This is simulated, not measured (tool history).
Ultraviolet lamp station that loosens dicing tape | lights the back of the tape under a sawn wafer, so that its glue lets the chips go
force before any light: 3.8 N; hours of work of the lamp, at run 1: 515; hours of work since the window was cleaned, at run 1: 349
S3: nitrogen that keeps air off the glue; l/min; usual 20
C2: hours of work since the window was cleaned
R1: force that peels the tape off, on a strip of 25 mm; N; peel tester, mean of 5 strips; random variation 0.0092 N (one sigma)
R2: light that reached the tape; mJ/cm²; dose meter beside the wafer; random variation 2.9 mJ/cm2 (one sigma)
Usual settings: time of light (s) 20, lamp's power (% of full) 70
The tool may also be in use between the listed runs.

Run 1, hour 0: usual settings; hours of work of the lamp 515; C2 349. Result: R1 0.568 N, R2 316 mJ/cm².
At hour 5.8: window cleaned of glue's vapour.
Run 2, hour 50.4: usual settings; hours of work of the lamp 547; C2 29. Result: R1 0.63 N, R2 292 mJ/cm².
Run 3, hour 91.2: usual settings; hours of work of the lamp 573; C2 55. Result: R1 0.643 N, R2 287 mJ/cm².
Run 4, hour 176.9: usual settings; hours of work of the lamp 628; C2 110. Result: R1 0.671 N, R2 272 mJ/cm².
Run 5, hour 244: usual settings; hours of work of the lamp 672; C2 154. Result: R1 0.678 N, R2 262 mJ/cm².
At hour 301.6: window cleaned of glue's vapour, once more.
Run 6, hour 333.9: usual settings but lamp's power (% of full) 76; hours of work of the lamp 729; C2 21. Result: R1 0.474 N, R2 362 mJ/cm².
Run 7, hour 406.8: usual settings but lamp's power (% of full) 76; hours of work of the lamp 776; C2 68. Result: R1 0.51 N, R2 352 mJ/cm².
Run 8, hour 454: usual settings but lamp's power (% of full) 76; hours of work of the lamp 807; C2 98. Result: R1 0.486 N, R2 343 mJ/cm².
Run 9, hour 516.4: usual settings but time of light (s) 11, lamp's power (% of full) 90, S3 10 l/min; hours of work of the lamp 847; C2 138. Result: R1 1.265 N, R2 219 mJ/cm².
Run 10, hour 576.1: usual settings but time of light (s) 15, lamp's power (% of full) 90, S3 23 l/min; hours of work of the lamp 885; C2 177. Result: R1 0.575 N, R2 291 mJ/cm².
Run 11, hour 623.4: usual settings but S3 37 l/min; hours of work of the lamp 916; C2 207. Result: R1 0.459 N, R2 296 mJ/cm².
Run 12, hour 670.3: usual settings but time of light (s) 32, lamp's power (% of full) 97, S3 21 l/min; hours of work of the lamp 946; C2 238. Result: R1 0.248 N, R2 641 mJ/cm².
Run 13, hour 712.3: usual settings but time of light (s) 12, lamp's power (% of full) 94, S3 36 l/min; hours of work of the lamp 973; C2 265. Result: R1 0.689 N, R2 225 mJ/cm².
Run 14, hour 748.7: usual settings but time of light (s) 12, lamp's power (% of full) 94, S3 36 l/min; hours of work of the lamp 996; C2 288. Result: R1 0.665 N, R2 227 mJ/cm².
Run 15, hour 836.9: usual settings but time of light (s) 16; hours of work of the lamp 1053; C2 345. Result: R1 0.925 N, R2 216 mJ/cm².

Hidden state at the last listed run before each entry between runs and at the first one after, where it differs:
Between runs 1 and 2: window cleaned of glue's vapour (hour 5.8)
  lamp's light, % of a new lamp's: 85.4 -> 84.5; light that the window lets through, % of a clean one's: 88.4 -> 81.3
  measured less the result without the state, R1: +0.175 -> +0.245 N; R2: -102 -> -133 mJ/cm²
Between runs 5 and 6: window cleaned of glue's vapour, once more (hour 301.6)
  lamp's light, % of a new lamp's: 81.3 -> 80; light that the window lets through, % of a clean one's: 77.4 -> 99.2
  measured less the result without the state, R1: +0.315 -> +0.118 N; R2: -156 -> -94 mJ/cm²
